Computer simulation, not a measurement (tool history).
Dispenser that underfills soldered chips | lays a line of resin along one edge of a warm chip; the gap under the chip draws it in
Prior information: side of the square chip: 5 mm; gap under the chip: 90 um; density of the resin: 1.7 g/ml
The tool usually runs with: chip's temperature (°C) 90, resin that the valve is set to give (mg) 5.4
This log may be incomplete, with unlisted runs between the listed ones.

run	day	chip's temperature (°C)	resin that the valve is set to give (mg)	time until the resin shows at the far edge (s)	resin that the valve gave (mg)
1	0	90	5.4	21.2	5.14
2	0.325	90	5.4	26.4	5.07
# day 0.429: dispensing valve cleaned and set on the balance
# day 0.496: new syringe of resin
3	0.908	90	5.4	27.6	5.27
# day 0.971: new syringe of resin
4	1.333	90	5.4	27.4	5.36
# day 1.429: new syringe of resin
5	1.6	90	5.4	23.9	5.28
# day 1.892: new syringe of resin
6	1.938	102	5.4	13.4	5.32
7	2.262	102	5.4	16.3	5.22
# day 2.346: new syringe of resin
8	2.629	90	5.4	26.2	5.22
# day 2.808: new syringe of resin
9	3.088	90	5.4	25.5	5.21
# day 3.267: new syringe of resin
# day 3.425: dispensing valve cleaned and set on the balance
10	3.671	90	5.4	26.8	5.35
# day 3.767: new syringe of resin
11	4.138	90	4.9	28.4	4.85
# day 4.246: new syringe of resin
# day 4.7: new syringe of resin
12	4.725	90	4.9	21.9	4.83
# day 5.171: new syringe of resin
13	5.175	90	4.9	21.9	4.75
14	5.588	82	6.03	39.3	5.85
# day 5.654: new syringe of resin
15	6.058	78	4.83	49.3	4.68
# day 6.117: new syringe of resin
# day 6.417: dispensing valve cleaned and set on the balance
16	6.471	85	4.65	34.7	4.65
# day 6.617: new syringe of resin
17	6.9	80	5.23	39.9	5.18
# day 7.075: new syringe of resin
18	7.288	82	6.65	33.4	6.45
# day 7.558: new syringe of resin
19	7.858	90	5.42	26.4	5.22
# day 8.021: new syringe of resin
20	8.296	76	4.65	49.7	4.48
# day 8.462: new syringe of resin
21	8.617	82	6.43	34.1	6.2

4 options for the next run, each taken on its own from the tool as it stands now. Forecast them:
# day 8.929: new syringe of resin
A	9.238	97	5.17	?	?
# day 8.929: new syringe of resin
B	9.238	75	6.34	?	?
# day 8.929: new syringe of resin
C	9.238	105	6.42	?	?
# day 8.929: new syringe of resin
D	9.238	82	6.04	?	?

run	time until the resin shows at the far edge (s)	resin that the valve gave (mg)
A	19.6	4.99
B	51.7	6.04
C	13.8	6.11
D	36.9	5.7
Without the tool's hidden state the same runs would have given:
run	time until the resin shows at the far edge (s)	resin that the valve gave (mg)
A	14.3	5.25
B	37.8	6.35
C	10.2	6.43
D	27.1	5.99
